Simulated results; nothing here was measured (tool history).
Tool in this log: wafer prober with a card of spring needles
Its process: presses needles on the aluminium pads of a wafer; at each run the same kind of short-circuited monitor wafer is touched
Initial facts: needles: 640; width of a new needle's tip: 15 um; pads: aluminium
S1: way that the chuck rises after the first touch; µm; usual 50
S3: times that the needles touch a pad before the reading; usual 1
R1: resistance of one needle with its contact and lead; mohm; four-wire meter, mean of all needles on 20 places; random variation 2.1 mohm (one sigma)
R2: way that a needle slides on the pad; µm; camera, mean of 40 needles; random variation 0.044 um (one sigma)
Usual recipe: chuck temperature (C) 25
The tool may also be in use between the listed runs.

{"run": 1, "hour": 0.0, "S1": 50, "chuck temperature (C)": 25, "S3": 1, "R1": 240, "R2": 6.15}
{"run": 2, "hour": 9.5, "S1": 50, "chuck temperature (C)": 25, "S3": 1, "R1": 337, "R2": 6.24}
{"hour": 10.7, "done": "tips cleaned on abrasive film"}
{"hour": 21.0, "done": "tips cleaned on abrasive film"}
{"run": 3, "hour": 23.6, "S1": 50, "chuck temperature (C)": 25, "S3": 1, "R1": 278, "R2": 6.07}
{"hour": 31.7, "done": "tips cleaned on abrasive film"}
{"run": 4, "hour": 33.8, "S1": 48, "chuck temperature (C)": 25, "S3": 1, "R1": 267, "R2": 5.96}
{"hour": 41.9, "done": "tips cleaned on abrasive film"}
{"run": 5, "hour": 45.7, "S1": 48, "chuck temperature (C)": 25, "S3": 1, "R1": 293, "R2": 5.79}
{"hour": 52.3, "done": "tips cleaned on abrasive film"}
{"hour": 62.3, "done": "tips cleaned on abrasive film"}
{"run": 6, "hour": 62.3, "S1": 48, "chuck temperature (C)": 25, "S3": 1, "R1": 240, "R2": 5.82}
{"hour": 72.5, "done": "tips cleaned on abrasive film"}
{"run": 7, "hour": 78.8, "S1": 50, "chuck temperature (C)": 50, "S3": 1, "R1": 311, "R2": 6.1}
{"hour": 82.8, "done": "tips cleaned on abrasive film"}
{"hour": 93.4, "done": "tips cleaned on abrasive film"}
{"run": 8, "hour": 93.5, "S1": 50, "chuck temperature (C)": 56, "S3": 1, "R1": 246, "R2": 6.12}
{"run": 9, "hour": 101.5, "S1": 50, "chuck temperature (C)": 56, "S3": 1, "R1": 338, "R2": 6.1}
{"hour": 103.6, "done": "tips cleaned on abrasive film"}
{"run": 10, "hour": 112.5, "S1": 50, "chuck temperature (C)": 53, "S3": 1, "R1": 344, "R2": 5.97}
{"hour": 113.7, "done": "tips cleaned on abrasive film"}
{"hour": 123.9, "done": "tips cleaned on abrasive film"}
{"run": 11, "hour": 127.1, "S1": 50, "chuck temperature (C)": 25, "S3": 1, "R1": 294, "R2": 5.98}
{"hour": 134.2, "done": "tips cleaned on abrasive film"}
{"run": 12, "hour": 137.0, "S1": 34, "chuck temperature (C)": 95, "S3": 1, "R1": 351, "R2": 3.98}
{"hour": 138.2, "done": "height of the first contact set anew"}
{"hour": 145.8, "done": "tips cleaned on abrasive film"}
{"run": 13, "hour": 147.7, "S1": 34, "chuck temperature (C)": 90, "S3": 1, "R1": 330, "R2": 3.92}
{"run": 14, "hour": 155.1, "S1": 43, "chuck temperature (C)": 106, "S3": 1, "R1": 384, "R2": 5.02}
{"hour": 156.6, "done": "tips cleaned on abrasive film"}
{"hour": 167.0, "done": "tips cleaned on abrasive film"}
{"run": 15, "hour": 171.1, "S1": 43, "chuck temperature (C)": 106, "S3": 1, "R1": 345, "R2": 4.98}
{"hour": 176.4, "done": "height of the first contact set anew, once more"}
{"hour": 177.5, "done": "tips cleaned on abrasive film"}
{"hour": 187.8, "done": "tips cleaned on abrasive film"}
{"run": 16, "hour": 187.9, "S1": 53, "chuck temperature (C)": 58, "S3": 1, "R1": 250, "R2": 6.67}
{"hour": 198.2, "done": "tips cleaned on abrasive film"}
{"run": 17, "hour": 199.8, "S1": 36, "chuck temperature (C)": 100, "S3": 1, "R1": 311, "R2": 4.5}
{"hour": 208.5, "done": "tips cleaned on abrasive film"}
{"run": 18, "hour": 208.5, "S1": 36, "chuck temperature (C)": 114, "S3": 1, "R1": 262, "R2": 4.54}
{"hour": 219.1, "done": "tips cleaned on abrasive film"}
{"run": 19, "hour": 220.6, "S1": 36, "chuck temperature (C)": 114, "S3": 1, "R1": 297, "R2": 4.48}

Run 20, settings as shown, results not yet in. Your forecast:
{"run": 20, "hour": 227.3, "S1": 34, "chuck temperature (C)": 67, "S3": 3, "R1": "?", "R2": "?"}

Run 20 yielded R1 311 mohm, R2 4.26 µm.
If the tool had no hidden condition, the same run with the same run-to-run variation would have returned R1 245 mohm, R2 4.31 µm.
